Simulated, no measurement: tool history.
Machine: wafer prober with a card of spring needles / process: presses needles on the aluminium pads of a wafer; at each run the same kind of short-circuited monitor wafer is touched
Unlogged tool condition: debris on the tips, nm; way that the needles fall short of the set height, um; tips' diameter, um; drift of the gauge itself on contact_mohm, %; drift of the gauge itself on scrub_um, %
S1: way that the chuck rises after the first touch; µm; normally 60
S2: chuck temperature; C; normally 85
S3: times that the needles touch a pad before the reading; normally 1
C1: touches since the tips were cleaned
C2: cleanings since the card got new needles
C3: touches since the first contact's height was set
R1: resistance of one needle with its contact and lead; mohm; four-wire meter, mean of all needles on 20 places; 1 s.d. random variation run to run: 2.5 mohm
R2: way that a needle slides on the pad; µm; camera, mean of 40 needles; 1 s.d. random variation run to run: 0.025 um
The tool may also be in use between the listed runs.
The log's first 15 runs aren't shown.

At day 16.354: tips cleaned on abrasive film.
At day 16.367: height of the first contact set anew.
Run 16, day 16.821: usual settings but S1 56 µm, S3 2; C1 4205; C2 103; C3 4205. Result: R1 302 mohm, R2 10.06 µm.
At day 16.950: tips cleaned on abrasive film.
Run 17, day 17.504: usual settings but S1 56 µm, S3 2; C1 5105; C2 104; C3 10482. Result: R1 305 mohm, R2 10.08 µm.
At day 17.575: tips cleaned on abrasive film.
At day 18.167: tips cleaned on abrasive film.
At day 18.842: tips cleaned on abrasive film.
Run 18, day 19.004: usual settings but S1 55 µm, S2 109 C; C1 1506; C2 107; C3 24221. Result: R1 311 mohm, R2 9.91 µm.
At day 19.425: tips cleaned on abrasive film.
Run 19, day 19.846: usual settings but S1 47 µm, S2 110 C; C1 3917; C2 108; C3 31988. Result: R1 339 mohm, R2 8.39 µm.
At day 20.021: tips cleaned on abrasive film.
At day 20.608: tips cleaned on abrasive film.
Run 20, day 20.608: usual settings but S1 54 µm, S2 59 C, S3 2; C1 0; C2 110; C3 38949. Result: R1 279 mohm, R2 9.65 µm.
At day 21.192: tips cleaned on abrasive film.
At day 21.875: tips cleaned on abrasive film.
Run 21, day 22.067: usual settings but S1 54 µm, S2 59 C, S3 2; C1 1780; C2 112; C3 52337. Result: R1 296 mohm, R2 9.68 µm.
At day 22.496: tips cleaned on abrasive film.
At day 23.125: tips cleaned on abrasive film.
Run 22, day 23.125: usual settings but S1 49 µm, S2 59 C; C1 0; C2 114; C3 62040. Result: R1 285 mohm, R2 8.74 µm.
At day 23.775: tips cleaned on abrasive film.
Run 23, day 23.775: usual settings but S1 59 µm, S2 108 C; C1 0; C2 115; C3 68021. Result: R1 292 mohm, R2 10.45 µm.
At day 24.438: tips cleaned on abrasive film.
At day 25.067: tips cleaned on abrasive film.
Run 24, day 25.254: usual settings but S1 59 µm, S2 108 C; C1 1741; C2 117; C3 81592. Result: R1 310 mohm, R2 10.45 µm.
At day 25.650: tips cleaned on abrasive film.
At day 26.308: tips cleaned on abrasive film.
Run 25, day 26.829: usual settings but S1 52 µm, S2 28 C, S3 2; C1 4833; C2 119; C3 96082. Result: R1 295 mohm, R2 9.18 µm.
At day 26.954: tips cleaned on abrasive film.
At day 27.567: tips cleaned on abrasive film.
Run 26, day 27.700: usual settings but S1 49 µm; C1 1233; C2 121; C3 104061. Result: R1 313 mohm, R2 8.64 µm.
At day 28.233: tips cleaned on abrasive film.
At day 28.871: tips cleaned on abrasive film.
Run 27, day 28.908: usual settings but S1 49 µm; C1 364; C2 123; C3 115137. Result: R1 293 mohm, R2 8.62 µm.
At day 29.483: tips cleaned on abrasive film.
Run 28, day 29.938: usual settings but S1 58 µm; C1 4192; C2 124; C3 124595. Result: R1 323 mohm, R2 10.25 µm.
At day 30.079: tips cleaned on abrasive film.
At day 30.692: tips cleaned on abrasive film.
At day 31.304: tips cleaned on abrasive film.
Run 29, day 31.508: usual settings but S1 58 µm; C1 1908; C2 127; C3 139016. Result: R1 306 mohm, R2 10.21 µm.
At day 31.879: tips cleaned on abrasive film.
At day 32.496: tips cleaned on abrasive film.
Run 30, day 32.679: usual settings but S1 70 µm; C1 1677; C2 129; C3 149748. Result: R1 296 mohm, R2 12.34 µm.

Each row is a separate what-if for the run after 30, all from the same tool condition, not one after another. Results?
At day 33.204: tips cleaned on abrasive film.
At day 33.825: tips cleaned on abrasive film.
Run A, day 34.025: usual settings but S1 41 µm, S2 39 C; C1 1859; C2 131; C3 162120. Result: R1 ?, R2 ?.
At day 33.204: tips cleaned on abrasive film.
At day 33.825: tips cleaned on abrasive film.
Run B, day 34.025: usual settings but S1 46 µm, S2 75 C, S3 2; C1 1859; C2 131; C3 162120. Result: R1 ?, R2 ?.
At day 33.204: tips cleaned on abrasive film.
At day 33.825: tips cleaned on abrasive film.
Run C, day 34.025: usual settings but S1 59 µm, S3 3; C1 1859; C2 131; C3 162120. Result: R1 ?, R2 ?.

run   R1     R2
  A  327   7.11
  B  307   8.02
  C  290  10.37
What these runs would have given with no unlogged condition in the tool:
run   R1     R2
  A  271   7.35
  B  280   8.26
  C  279  10.62

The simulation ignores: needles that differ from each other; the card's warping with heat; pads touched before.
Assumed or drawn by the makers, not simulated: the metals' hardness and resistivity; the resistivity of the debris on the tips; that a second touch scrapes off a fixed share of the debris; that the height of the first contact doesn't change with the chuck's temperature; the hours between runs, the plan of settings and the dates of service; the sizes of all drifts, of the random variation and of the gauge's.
